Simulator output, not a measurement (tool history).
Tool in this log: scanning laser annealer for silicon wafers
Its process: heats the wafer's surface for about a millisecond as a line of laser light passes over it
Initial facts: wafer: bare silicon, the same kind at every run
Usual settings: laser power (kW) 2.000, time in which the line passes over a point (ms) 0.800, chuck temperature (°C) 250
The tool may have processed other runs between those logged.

run,day,laser power (kW),time in which the line passes over a point (ms),chuck temperature (°C),highest temperature of the surface (°C)
1,0.000,2.000,0.800,250,1022
2,1.458,2.000,0.800,250,1020
3,3.029,2.000,0.800,250,1024
4,3.933,2.000,0.800,250,1021
5,5.304,2.000,0.800,250,1018
6,6.883,2.000,0.800,250,1017
7,8.338,2.000,0.800,250,1011
8,9.088,2.000,0.800,250,1015
9,10.154,2.000,0.800,250,1010
10,11.600,2.000,0.800,250,1010
11,12.688,2.000,0.800,250,1010
12,13.875,2.000,0.800,250,1013
13,15.392,2.000,0.800,250,1006
14,16.850,2.000,0.800,250,1009
15,18.358,2.000,0.800,250,1005
16,19.308,2.000,0.800,250,1006
17,21.012,2.000,0.800,250,1007
18,21.796,2.000,0.800,231,985
19,22.567,2.000,0.800,267,1022
20,23.446,2.115,0.800,267,1070
21,24.862,1.917,0.883,257,1003
22,26.279,1.968,0.590,246,891
23,27.383,2.015,0.590,238,897
24,29.062,1.897,0.666,250,897
25,30.129,1.897,0.666,250,898
26,30.883,1.761,0.900,270,945
# day 31.121: laser's power meter calibrated
27,32.208,2.000,0.794,239,981
28,33.562,2.000,0.794,239,978
# day 34.038: laser's power meter calibrated, once more
29,34.929,2.000,0.794,239,977
30,35.696,1.952,0.794,236,955
31,37.271,1.952,0.794,236,957
32,38.054,2.079,0.696,229,956
33,39.479,2.083,0.775,229,995
34,40.571,2.008,0.775,233,965
35,41.738,2.000,0.814,250,996
36,43.462,1.976,0.818,230,965
37,44.254,2.172,0.628,264,993
38,45.533,2.172,0.628,264,995
39,46.717,2.172,0.628,264,993
40,47.688,1.992,0.628,217,875

What if the next run were any one of these 5? Each begins from the tool's condition after run 40:
A,48.875,2.132,0.975,260,?
B,48.875,2.180,0.628,287,?
C,48.875,1.992,0.628,213,?
D,48.875,2.189,0.813,211,?
E,48.875,1.825,0.628,248,?

run,highest temperature of the surface (°C)
A,1125
B,1018
C,869
D,1035
E,839
Without the tool's unlogged condition, the same runs would have read:
run,highest temperature of the surface (°C)
A,1177
B,1061
C,908
D,1084
E,874
